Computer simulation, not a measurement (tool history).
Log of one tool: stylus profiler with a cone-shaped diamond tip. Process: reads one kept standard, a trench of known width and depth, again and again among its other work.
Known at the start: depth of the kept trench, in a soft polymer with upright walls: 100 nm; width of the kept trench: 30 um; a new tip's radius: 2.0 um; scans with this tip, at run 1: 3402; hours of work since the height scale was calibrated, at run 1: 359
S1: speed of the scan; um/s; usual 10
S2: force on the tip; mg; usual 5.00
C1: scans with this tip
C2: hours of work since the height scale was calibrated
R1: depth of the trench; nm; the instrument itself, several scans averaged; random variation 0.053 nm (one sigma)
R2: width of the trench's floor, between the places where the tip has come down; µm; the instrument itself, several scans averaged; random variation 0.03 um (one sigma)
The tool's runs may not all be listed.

run	hour	S1	S2	C1	C2	R1	R2
1	0.0	10	5.00	3402	359	102.64	28.30
2	66.3	10	5.00	3676	388	102.73	28.28
3	122.7	4	5.00	3910	412	102.76	28.27
4	185.8	4	5.00	4171	440	102.73	28.19
5	265.7	4	5.00	4502	475	102.77	28.18
6	325.4	25	5.00	4749	501	102.92	28.07
7	418.5	25	5.00	5134	541	102.77	28.05
8	507.9	13	5.00	5504	580	102.88	28.10
9	598.3	13	5.00	5878	620	102.84	27.99
10	673.2	13	5.00	6188	652	102.92	28.02
11	756.8	7	5.00	6534	689	102.95	28.03
12	832.0	7	5.00	6845	722	102.99	27.99
13	922.2	16	5.00	7219	761	102.95	27.85
14	1007.6	10	8.84	7572	798	104.21	27.86
15	1065.9	4	1.86	7813	824	101.73	27.87
16	1140.3	4	1.86	8121	856	101.73	27.82
17	1200.8	4	1.86	8372	883	101.79	27.77
18	1302.9	4	1.86	8794	927	101.87	27.80
19	1346.0	7	14.64	8973	946	105.57	27.77
20	1443.5	8	5.23	9376	989	103.16	27.74
21	1518.2	17	5.72	9685	1021	103.29	27.65
# hour 1545.5: new tip fitted, height scale calibrated
22	1583.8	17	5.72	158	17	102.83	28.71
23	1654.1	17	5.72	449	47	102.90	28.61
24	1721.3	17	5.72	728	77	102.84	28.59
25	1773.8	14	11.25	945	100	104.40	28.55

3 ways to go on from here, each from the tool as it stands after run 25. What would each give?
A	1816.3	10	2.07	1121	118	?	?
B	1816.3	4	7.65	1121	118	?	?
C	1816.3	10	2.91	1121	118	?	?

run	R1	R2
A	101.49	28.47
B	103.55	28.57
C	101.80	28.48
Without the tool's hidden state the same runs would have given:
run	R1	R2
A	101.38	28.65
B	103.44	28.75
C	101.69	28.66
